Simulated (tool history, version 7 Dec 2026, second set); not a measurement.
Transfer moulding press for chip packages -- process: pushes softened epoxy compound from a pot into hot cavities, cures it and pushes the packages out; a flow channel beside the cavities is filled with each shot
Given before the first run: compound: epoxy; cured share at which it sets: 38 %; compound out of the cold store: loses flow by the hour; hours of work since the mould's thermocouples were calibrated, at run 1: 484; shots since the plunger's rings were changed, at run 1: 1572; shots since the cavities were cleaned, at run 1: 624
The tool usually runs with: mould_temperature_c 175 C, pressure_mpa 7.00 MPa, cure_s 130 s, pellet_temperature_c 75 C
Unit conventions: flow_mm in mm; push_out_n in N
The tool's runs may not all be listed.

run	hour	mould_temperature_c	pressure_mpa	cure_s	pellet_temperature_c	hours of work since the mould's thermocouples were calibrated	shots since the plunger's rings were changed	shots since the cavities were cleaned	incoming compound's hours out of the cold store	flow_mm	push_out_n
1	0.0	175	7.00	130	75	484	1572	624	35.5	832	411
# hour 21.0: cavities cleaned with cleaning compound and waxed
2	63.3	175	7.00	165	75	517	2013	302	44.1	807	309
3	106.4	175	7.00	165	73	540	2321	610	18.9	852	365
# hour 134.1: cavities cleaned with cleaning compound and waxed
4	166.7	175	7.00	165	73	571	2742	233	11.4	869	303
5	239.1	175	7.00	165	73	610	3259	750	37.1	806	388
# hour 246.9: cavities cleaned with cleaning compound and waxed
6	322.1	175	7.00	165	73	653	3843	539	39.4	798	384
# hour 354.7: cavities cleaned with cleaning compound and waxed
7	397.4	175	7.00	130	75	692	4369	304	21.9	823	360
# hour 462.9: cavities cleaned with cleaning compound and waxed
8	480.8	175	7.00	130	75	736	4955	128	36.3	793	295
# hour 516.5: mould's thermocouples calibrated
9	547.6	175	7.00	130	75	17	5418	591	41.1	798	431
# hour 577.6: cavities cleaned with cleaning compound and waxed
10	584.4	175	7.00	147	75	35	5671	49	16.1	824	222
11	663.1	175	7.00	147	75	77	6233	611	31.7	794	381
# hour 673.4: plunger's sealing rings changed
# hour 694.8: cavities cleaned with cleaning compound and waxed
12	747.6	181	7.00	147	75	120	519	377	8.1	860	341
# hour 805.0: cavities cleaned with cleaning compound and waxed
13	805.0	175	8.58	130	75	150	919	0	39.6	919	200
14	847.2	175	7.00	130	82	172	1221	302	42.9	828	366
15	900.5	175	7.00	130	82	201	1602	683	12.3	894	453
# hour 916.9: cavities cleaned with cleaning compound and waxed
16	937.6	175	7.00	130	82	220	1856	147	11.8	885	294
17	981.7	175	7.00	130	85	243	2172	463	14.3	871	423
# hour 1029.0: cavities cleaned with cleaning compound and waxed
18	1037.0	175	8.26	137	82	272	2556	57	10.8	951	242
19	1095.7	183	5.34	130	75	303	2976	477	35.6	674	354
# hour 1143.6: cavities cleaned with cleaning compound and waxed
20	1144.4	169	7.69	117	68	328	3313	5	34.1	893	356
21	1223.8	169	7.69	117	68	370	3881	573	13.1	937	718
# hour 1254.7: cavities cleaned with cleaning compound and waxed
22	1267.8	169	6.23	117	68	393	4185	94	44.3	774	428
23	1339.7	169	6.30	117	68	431	4699	608	41.0	787	675
# hour 1365.4: cavities cleaned with cleaning compound and waxed
24	1419.9	169	6.30	117	68	473	5261	389	19.8	823	662
# hour 1474.6: cavities cleaned with cleaning compound and waxed
25	1490.7	168	5.87	117	68	510	5757	116	14.6	802	532
# hour 1564.6: plunger's sealing rings changed
26	1572.3	168	5.87	131	68	552	55	681	19.4	833	600
# hour 1584.7: cavities cleaned with cleaning compound and waxed
27	1625.9	168	5.87	131	68	580	428	295	35.3	808	487

Each row is a separate what-if for the run after 27, all from the same tool condition, not one after another. Results?
A	1678.8	183	7.46	117	75	608	806	673	34.6	?	?
B	1678.8	168	8.20	139	68	608	806	673	26.2	?	?
C	1678.8	168	5.87	131	81	608	806	673	41.3	?	?
D	1678.8	169	5.87	147	68	608	806	673	44.1	?	?

run	flow_mm	push_out_n
A	820	390
B	975	535
C	786	584
D	781	478
What these runs would have given with no unlogged condition in the tool:
run	flow_mm	push_out_n
A	834	188
B	993	277
C	801	299
D	796	244
